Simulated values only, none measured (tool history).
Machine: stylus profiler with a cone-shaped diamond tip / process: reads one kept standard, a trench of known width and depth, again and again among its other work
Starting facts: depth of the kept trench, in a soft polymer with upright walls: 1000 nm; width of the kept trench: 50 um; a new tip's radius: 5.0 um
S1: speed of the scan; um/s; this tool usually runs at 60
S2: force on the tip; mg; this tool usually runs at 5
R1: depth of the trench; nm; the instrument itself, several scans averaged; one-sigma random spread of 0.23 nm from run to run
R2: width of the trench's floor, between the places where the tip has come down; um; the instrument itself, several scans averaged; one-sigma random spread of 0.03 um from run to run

| run | hour | S1 | S2 | R1 | R2 |
|---|---|---|---|---|---|
| 1 | 0 | 60 | 5 | 1016.54 | 43.79 |
| 2 | 73.2 | 60 | 5 | 1016.5 | 43.8 |
| 3 | 123.4 | 60 | 5 | 1016.63 | 43.84 |
| 4 | 207 | 60 | 5 | 1016.75 | 43.78 |
| 5 | 245.3 | 60 | 5 | 1016.22 | 43.79 |
| 6 | 307.7 | 60 | 5 | 1016.56 | 43.81 |
| 7 | 381.3 | 60 | 5 | 1016.57 | 43.82 |
| 8 | 434.5 | 60 | 5 | 1016.18 | 43.82 |
| 9 | 494.8 | 60 | 5 | 1016.26 | 43.8 |
| 10 | 550.8 | 60 | 8.33 | 1023.05 | 43.86 |
| 11 | 641.5 | 60 | 5 | 1016.76 | 43.81 |
| 12 | 715 | 60 | 5 | 1016.63 | 43.84 |
| 13 | 799.5 | 60 | 5 | 1016.37 | 43.77 |
| 14 | 886.1 | 92 | 3.29 | 1012.56 | 43.69 |
|  | 898.2 | height scale calibrated on a step standard |
| 15 | 952.2 | 92 | 3.29 | 1012.85 | 43.62 |
| 16 | 1006.5 | 20 | 5.07 | 1016.86 | 43.95 |
| 17 | 1063.7 | 45 | 3.18 | 1012.57 | 43.8 |
| 18 | 1136.8 | 45 | 3.18 | 1012.56 | 43.81 |
| 19 | 1185.2 | 45 | 3.18 | 1012.36 | 43.79 |
| 20 | 1249.6 | 45 | 3.18 | 1012.27 | 43.86 |
| 21 | 1335.9 | 20 | 13.63 | 1032.92 | 43.92 |
| 22 | 1384.1 | 193 | 5 | 1016.56 | 43.42 |
| 23 | 1475.2 | 62 | 1.87 | 1008.64 | 43.69 |
| 24 | 1565.3 | 62 | 1.87 | 1008.64 | 43.65 |
| 25 | 1637.4 | 49 | 3.13 | 1012.17 | 43.79 |

3 ways to go on from here, each from the tool as it stands after run 25. What would each give?
| A | 1720.6 | 117 | 5.63 | ? | ? |
| B | 1720.6 | 105 | 3.16 | ? | ? |
| C | 1720.6 | 169 | 5.83 | ? | ? |

| run | R1 | R2 |
|---|---|---|
| A | 1017.47 | 43.67 |
| B | 1012.29 | 43.6 |
| C | 1018.77 | 43.46 |
Stripped of hidden state, with their random variation kept, the same runs would have yielded:
| run | R1 | R2 |
|---|---|---|
| A | 1017.49 | 43.68 |
| B | 1012.3 | 43.61 |
| C | 1018.78 | 43.48 |

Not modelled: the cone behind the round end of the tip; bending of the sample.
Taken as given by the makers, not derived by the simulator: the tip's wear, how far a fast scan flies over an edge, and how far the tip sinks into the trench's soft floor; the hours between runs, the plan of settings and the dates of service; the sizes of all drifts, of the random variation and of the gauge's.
